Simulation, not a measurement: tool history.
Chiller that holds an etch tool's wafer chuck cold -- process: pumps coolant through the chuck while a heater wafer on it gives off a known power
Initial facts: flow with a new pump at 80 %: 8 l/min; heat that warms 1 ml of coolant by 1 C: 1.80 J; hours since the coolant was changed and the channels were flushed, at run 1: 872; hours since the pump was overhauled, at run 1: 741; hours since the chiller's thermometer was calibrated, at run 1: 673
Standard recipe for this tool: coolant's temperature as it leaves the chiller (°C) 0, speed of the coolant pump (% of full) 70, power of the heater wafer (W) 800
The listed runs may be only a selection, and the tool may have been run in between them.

| run | hour | coolant's temperature as it leaves the chiller (°C) | speed of the coolant pump (% of full) | power of the heater wafer (W) | hours since the coolant was changed and the channels were flushed | hours since the pump was overhauled | hours since the chiller's thermometer was calibrated | chuck's temperature once it has settled (°C) | how much warmer the coolant comes back (C) |
|---|---|---|---|---|---|---|---|---|---|
| 1 | 0.0 | 0 | 70 | 800 | 872 | 741 | 673 | 7.28 | 3.87 |
| 2 | 23.5 | 0 | 90 | 800 | 895 | 765 | 696 | 5.73 | 2.93 |
| 3 | 53.7 | 0 | 90 | 800 | 925 | 795 | 726 | 5.78 | 2.90 |
| 4 | 82.6 | 0 | 90 | 800 | 954 | 824 | 755 | 5.74 | 2.92 |
| 5 | 118.1 | 0 | 70 | 800 | 990 | 859 | 791 | 7.37 | 3.89 |
| 6 | 147.4 | -5 | 70 | 800 | 1019 | 888 | 820 | 2.27 | 3.83 |
| 7 | 182.7 | -5 | 70 | 800 | 1054 | 924 | 855 | 2.28 | 3.83 |
| 8 | 219.0 | -5 | 70 | 800 | 1091 | 960 | 892 | 2.32 | 3.81 |
| 9 | 257.0 | -5 | 70 | 800 | 1129 | 998 | 930 | 2.41 | 3.86 |
| 10 | 282.8 | -5 | 70 | 800 | 1154 | 1024 | 955 | 2.24 | 3.83 |
| 11 | 311.6 | -5 | 70 | 800 | 1183 | 1053 | 984 | 2.28 | 3.88 |
| 12 | 333.1 | -5 | 70 | 800 | 1205 | 1074 | 1006 | 2.32 | 3.85 |
| 13 | 375.4 | -5 | 70 | 800 | 1247 | 1117 | 1048 | 2.14 | 3.80 |
| 14 | 398.3 | -5 | 70 | 800 | 1270 | 1139 | 1071 | 2.28 | 3.85 |
| 15 | 430.0 | -5 | 70 | 800 | 1302 | 1171 | 1103 | 2.35 | 3.93 |
| 16 | 457.0 | -10 | 77 | 1129 | 1329 | 1198 | 1130 | -0.64 | 4.94 |
| 17 | 492.8 | 2 | 87 | 1031 | 1364 | 1234 | 1165 | 9.76 | 3.87 |
| 18 | 532.9 | 2 | 66 | 522 | 1405 | 1274 | 1206 | 7.04 | 2.71 |

For run 19, what comes out?
| 19 | 567.0 | 2 | 78 | 757 | 1439 | 1308 | 1240 | ? | ? |

{"run 19": {"chuck's temperature once it has settled (°C)": 8.16, "how much warmer the coolant comes back (C)": 3.25}}
With no hidden state in the tool, this same run would have given chuck's temperature once it has settled (°C) 8.15, how much warmer the coolant comes back (C) 3.25.

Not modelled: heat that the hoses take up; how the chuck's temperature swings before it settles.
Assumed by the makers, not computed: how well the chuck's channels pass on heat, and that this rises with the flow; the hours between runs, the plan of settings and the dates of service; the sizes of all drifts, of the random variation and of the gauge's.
